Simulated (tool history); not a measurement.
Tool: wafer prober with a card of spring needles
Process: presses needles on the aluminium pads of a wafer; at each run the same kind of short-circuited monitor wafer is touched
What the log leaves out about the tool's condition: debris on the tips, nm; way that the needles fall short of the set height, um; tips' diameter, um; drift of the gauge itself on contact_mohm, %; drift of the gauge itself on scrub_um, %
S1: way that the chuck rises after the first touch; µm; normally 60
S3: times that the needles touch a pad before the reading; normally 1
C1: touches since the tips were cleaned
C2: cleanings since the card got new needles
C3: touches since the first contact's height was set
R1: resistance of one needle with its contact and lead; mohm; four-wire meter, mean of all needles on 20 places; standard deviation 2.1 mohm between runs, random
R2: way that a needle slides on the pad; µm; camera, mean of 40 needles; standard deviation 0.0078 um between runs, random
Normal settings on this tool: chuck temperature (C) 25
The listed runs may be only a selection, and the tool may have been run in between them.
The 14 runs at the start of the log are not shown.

{"hour": 426.6, "done": "tips cleaned on abrasive film"}
{"hour": 445.2, "done": "tips cleaned on abrasive film"}
{"run": 15, "hour": 446.6, "S1": 60, "chuck temperature (C)": 113, "S3": 1, "C1": 484, "C2": 26, "C3": 48567, "R1": 300, "R2": 10.052}
{"hour": 463.4, "done": "tips cleaned on abrasive film"}
{"hour": 482.1, "done": "tips cleaned on abrasive film"}
{"run": 16, "hour": 484.1, "S1": 60, "chuck temperature (C)": 36, "S3": 2, "C1": 722, "C2": 28, "C3": 61749, "R1": 277, "R2": 10.022}
{"hour": 501.0, "done": "tips cleaned on abrasive film"}
{"run": 17, "hour": 503.8, "S1": 60, "chuck temperature (C)": 36, "S3": 2, "C1": 990, "C2": 29, "C3": 68663, "R1": 292, "R2": 10.013}
{"hour": 520.0, "done": "tips cleaned on abrasive film"}
{"hour": 539.2, "done": "tips cleaned on abrasive film"}
{"run": 18, "hour": 540.6, "S1": 60, "chuck temperature (C)": 62, "S3": 2, "C1": 499, "C2": 31, "C3": 81596, "R1": 287, "R2": 9.986}
{"hour": 558.7, "done": "tips cleaned on abrasive film"}
{"run": 19, "hour": 569.2, "S1": 70, "chuck temperature (C)": 62, "S3": 1, "C1": 3688, "C2": 32, "C3": 91633, "R1": 401, "R2": 11.698}
{"hour": 575.8, "done": "tips cleaned on abrasive film"}
{"hour": 593.1, "done": "tips cleaned on abrasive film"}
{"hour": 611.1, "done": "tips cleaned on abrasive film"}
{"run": 20, "hour": 611.1, "S1": 63, "chuck temperature (C)": 93, "S3": 1, "C1": 0, "C2": 35, "C3": 106343, "R1": 270, "R2": 10.476}
{"hour": 628.3, "done": "tips cleaned on abrasive film"}
{"run": 21, "hour": 642.7, "S1": 63, "chuck temperature (C)": 93, "S3": 1, "C1": 5066, "C2": 36, "C3": 117447, "R1": 435, "R2": 10.47}
{"hour": 646.3, "done": "tips cleaned on abrasive film"}
{"hour": 649.5, "done": "height of the first contact set anew"}
{"hour": 664.3, "done": "tips cleaned on abrasive film"}
{"run": 22, "hour": 679.2, "S1": 70, "chuck temperature (C)": 25, "S3": 1, "C1": 5242, "C2": 38, "C3": 10426, "R1": 404, "R2": 11.787}
{"hour": 682.9, "done": "tips cleaned on abrasive film"}
{"hour": 701.0, "done": "tips cleaned on abrasive film"}
{"run": 23, "hour": 713.0, "S1": 70, "chuck temperature (C)": 25, "S3": 1, "C1": 4212, "C2": 40, "C3": 22291, "R1": 400, "R2": 11.786}
{"hour": 718.5, "done": "tips cleaned on abrasive film"}
{"hour": 735.9, "done": "tips cleaned on abrasive film"}
{"run": 24, "hour": 741.0, "S1": 70, "chuck temperature (C)": 25, "S3": 1, "C1": 1827, "C2": 42, "C3": 32128, "R1": 343, "R2": 11.755}
{"hour": 753.4, "done": "tips cleaned on abrasive film"}
{"hour": 771.0, "done": "tips cleaned on abrasive film"}
{"run": 25, "hour": 775.4, "S1": 55, "chuck temperature (C)": 36, "S3": 2, "C1": 1547, "C2": 44, "C3": 44193, "R1": 339, "R2": 9.206}
{"hour": 788.8, "done": "tips cleaned on abrasive film"}
{"run": 26, "hour": 803.9, "S1": 69, "chuck temperature (C)": 33, "S3": 1, "C1": 5333, "C2": 45, "C3": 54213, "R1": 421, "R2": 11.557}
{"hour": 807.0, "done": "tips cleaned on abrasive film"}
{"hour": 825.2, "done": "tips cleaned on abrasive film"}
{"run": 27, "hour": 836.1, "S1": 73, "chuck temperature (C)": 30, "S3": 2, "C1": 3839, "C2": 47, "C3": 65516, "R1": 325, "R2": 12.207}
{"hour": 844.2, "done": "tips cleaned on abrasive film"}
{"hour": 861.5, "done": "tips cleaned on abrasive film"}
{"run": 28, "hour": 861.5, "S1": 73, "chuck temperature (C)": 30, "S3": 2, "C1": 0, "C2": 49, "C3": 74397, "R1": 239, "R2": 12.207}
{"hour": 878.6, "done": "tips cleaned on abrasive film"}
{"run": 29, "hour": 886.4, "S1": 47, "chuck temperature (C)": 102, "S3": 2, "C1": 2745, "C2": 50, "C3": 83142, "R1": 423, "R2": 7.798}
{"hour": 896.2, "done": "tips cleaned on abrasive film"}
{"hour": 915.8, "done": "tips cleaned on abrasive film"}
{"run": 30, "hour": 926.0, "S1": 47, "chuck temperature (C)": 102, "S3": 2, "C1": 3594, "C2": 52, "C3": 97068, "R1": 442, "R2": 7.785}

Alternative continuations, all from the tool just after run 30; predict every row:
{"hour": 935.0, "done": "tips cleaned on abrasive film"}
{"hour": 954.8, "done": "tips cleaned on abrasive film"}
{"run": "A", "hour": 958.5, "S1": 76, "chuck temperature (C)": 88, "S3": 2, "C1": 1322, "C2": 54, "C3": 108473, "R1": "?", "R2": "?"}
{"hour": 935.0, "done": "tips cleaned on abrasive film"}
{"hour": 954.8, "done": "tips cleaned on abrasive film"}
{"run": "B", "hour": 958.5, "S1": 47, "chuck temperature (C)": 26, "S3": 2, "C1": 1322, "C2": 54, "C3": 108473, "R1": "?", "R2": "?"}
{"hour": 935.0, "done": "tips cleaned on abrasive film"}
{"hour": 954.8, "done": "tips cleaned on abrasive film"}
{"run": "C", "hour": 958.5, "S1": 60, "chuck temperature (C)": 25, "S3": 1, "C1": 1322, "C2": 54, "C3": 108473, "R1": "?", "R2": "?"}
{"hour": 935.0, "done": "tips cleaned on abrasive film"}
{"hour": 954.8, "done": "tips cleaned on abrasive film"}
{"run": "D", "hour": 958.5, "S1": 74, "chuck temperature (C)": 102, "S3": 2, "C1": 1322, "C2": 54, "C3": 108473, "R1": "?", "R2": "?"}

run=A R1=291 R2=12.654
run=B R1=360 R2=7.788
run=C R1=373 R2=9.964
run=D R1=299 R2=12.338
Without the tool's hidden state the same runs would have given:
run=A R1=241 R2=12.805
run=B R1=231 R2=7.939
run=C R1=233 R2=10.115
run=D R1=248 R2=12.489
